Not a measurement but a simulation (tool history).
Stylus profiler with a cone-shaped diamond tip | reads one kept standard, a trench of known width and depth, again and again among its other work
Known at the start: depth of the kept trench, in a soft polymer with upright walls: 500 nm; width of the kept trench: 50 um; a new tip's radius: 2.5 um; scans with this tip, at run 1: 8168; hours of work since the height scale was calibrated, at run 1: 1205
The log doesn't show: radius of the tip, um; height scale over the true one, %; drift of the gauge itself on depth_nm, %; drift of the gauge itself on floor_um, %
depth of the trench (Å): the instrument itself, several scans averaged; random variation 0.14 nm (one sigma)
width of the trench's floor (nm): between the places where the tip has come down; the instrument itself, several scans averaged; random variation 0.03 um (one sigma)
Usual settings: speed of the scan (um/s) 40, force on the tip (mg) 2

| run | hour | speed of the scan (um/s) | force on the tip (mg) | scans with this tip | hours of work since the height scale was calibrated | depth of the trench (Å) | width of the trench's floor (nm) |
|---|---|---|---|---|---|---|---|
| 1 | 0 | 40 | 2 | 8168 | 1205 | 5020.3 | 46350 |
| 2 | 60.4 | 27 | 2 | 8424 | 1243 | 5019.2 | 46480 |
| 3 | 192.2 | 27 | 2 | 8983 | 1326 | 5016.3 | 46400 |
| 4 | 284.3 | 27 | 2 | 9373 | 1383 | 5015.9 | 46410 |
| 5 | 391.6 | 27 | 2 | 9828 | 1450 | 5015.5 | 46360 |
| 6 | 479.3 | 27 | 2 | 10200 | 1505 | 5012.4 | 46320 |
| 7 | 613 | 27 | 2 | 10767 | 1589 | 5010.8 | 46400 |
| 8 | 713.5 | 13 | 3.91 | 11193 | 1652 | 5035.5 | 46390 |
| 9 | 824.3 | 14 | 2.16 | 11662 | 1721 | 5009.7 | 46310 |
| 10 | 907.5 | 20 | 2.91 | 12015 | 1773 | 5018.4 | 46340 |
| 11 | 980.1 | 26 | 0.88 | 12323 | 1819 | 4983.7 | 46220 |
| 12 | 1080.9 | 26 | 0.77 | 12750 | 1882 | 4976.7 | 46220 |
| 13 | 1213.4 | 26 | 0.77 | 13312 | 1965 | 4979.5 | 46190 |
| 14 | 1308.8 | 26 | 0.77 | 13716 | 2024 | 4976.2 | 46190 |

Forecast each of these 3 alternatives for the next run:
| A | 1422.1 | 40 | 1.67 | 14197 | 2095 | ? | ? |
| B | 1422.1 | 42 | 2.12 | 14197 | 2095 | ? | ? |
| C | 1422.1 | 92 | 0.77 | 14197 | 2095 | ? | ? |

| run | depth of the trench (Å) | width of the trench's floor (nm) |
|---|---|---|
| A | 4993.3 | 46120 |
| B | 4999.5 | 46140 |
| C | 4973.7 | 45770 |
Without the tool's hidden state the same runs would have given:
| run | depth of the trench (Å) | width of the trench's floor (nm) |
|---|---|---|
| A | 5046.8 | 46830 |
| B | 5053.1 | 46860 |
| C | 5027.1 | 46490 |
